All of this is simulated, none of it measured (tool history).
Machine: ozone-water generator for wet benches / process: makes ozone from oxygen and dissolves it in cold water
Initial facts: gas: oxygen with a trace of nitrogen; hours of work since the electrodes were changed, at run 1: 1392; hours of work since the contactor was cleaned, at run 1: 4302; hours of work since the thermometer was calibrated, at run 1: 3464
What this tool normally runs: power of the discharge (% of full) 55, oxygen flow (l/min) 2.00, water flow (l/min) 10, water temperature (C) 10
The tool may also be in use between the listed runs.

| run | day | power of the discharge (% of full) | oxygen flow (l/min) | water flow (l/min) | water temperature (C) | hours of work since the electrodes were changed | hours of work since the contactor was cleaned | hours of work since the thermometer was calibrated | dissolved ozone (ppm) | ozone in the gas ahead of the water (g/m3) |
|---|---|---|---|---|---|---|---|---|---|---|
| 1 | 0.000 | 55 | 2.00 | 10 | 10 | 1392 | 4302 | 3464 | 23.3 | 221.2 |
| 2 | 4.838 | 55 | 2.00 | 10 | 10 | 1490 | 4400 | 3562 | 23.2 | 219.9 |
| 3 | 7.017 | 55 | 2.00 | 9 | 10 | 1533 | 4444 | 3606 | 25.7 | 220.0 |
| 4 | 11.629 | 55 | 2.00 | 9 | 10 | 1627 | 4537 | 3699 | 25.6 | 221.7 |
| 5 | 16.008 | 55 | 2.00 | 9 | 10 | 1715 | 4625 | 3787 | 25.4 | 218.2 |
|  | 16.396 | contactor cleaned |
| 6 | 21.317 | 55 | 2.00 | 9 | 10 | 1819 | 99 | 3891 | 25.2 | 218.0 |
| 7 | 23.538 | 55 | 2.00 | 9 | 10 | 1864 | 144 | 3936 | 25.2 | 217.0 |
| 8 | 28.288 | 43 | 2.00 | 10 | 10 | 1959 | 240 | 4031 | 18.6 | 176.8 |
| 9 | 31.971 | 43 | 2.00 | 10 | 10 | 2034 | 314 | 4106 | 18.3 | 178.2 |
|  | 33.479 | water thermometer calibrated |
| 10 | 34.842 | 43 | 2.00 | 10 | 10 | 2091 | 372 | 27 | 18.5 | 177.0 |
| 11 | 37.392 | 43 | 2.00 | 10 | 10 | 2143 | 423 | 79 | 18.5 | 176.8 |
|  | 39.625 | contactor cleaned, once more |
| 12 | 41.492 | 50 | 2.00 | 10 | 10 | 2222 | 38 | 158 | 21.9 | 200.8 |
| 13 | 45.283 | 50 | 2.00 | 9 | 10 | 2298 | 114 | 235 | 24.2 | 199.4 |
| 14 | 47.883 | 60 | 2.13 | 12 | 9 | 2351 | 167 | 287 | 21.8 | 225.8 |
| 15 | 52.646 | 98 | 2.13 | 12 | 8 | 2447 | 263 | 383 | 32.5 | 337.0 |
| 16 | 56.304 | 55 | 2.00 | 10 | 13 | 2521 | 337 | 457 | 22.7 | 216.5 |
| 17 | 60.133 | 55 | 2.00 | 10 | 6 | 2598 | 414 | 534 | 24.3 | 217.5 |

Selected run-to-run steps in dissolved ozone (ppm), each split into two signed amounts: the part the tool would show with no hidden state at all (from settings, incoming material and random variation), and the remainder, which goes to the hidden state together with any gauge scatter not common to the measured and the hidden-state-free results:
Hidden conditions of the tool in this case: yield of the discharge, % of new electrodes'; contactor's efficiency, % of a clean one's; true water temperature over the reading, C; drift of the gauge itself on ozone_ppm, %; drift of the gauge itself on gas_g_m3, %.
Run 14 -> 15: power of the discharge (% of full) 60 -> 98, water temperature (C) 9 -> 8. dissolved ozone (ppm) +10.7: hidden state -1.5, all else +12.2.

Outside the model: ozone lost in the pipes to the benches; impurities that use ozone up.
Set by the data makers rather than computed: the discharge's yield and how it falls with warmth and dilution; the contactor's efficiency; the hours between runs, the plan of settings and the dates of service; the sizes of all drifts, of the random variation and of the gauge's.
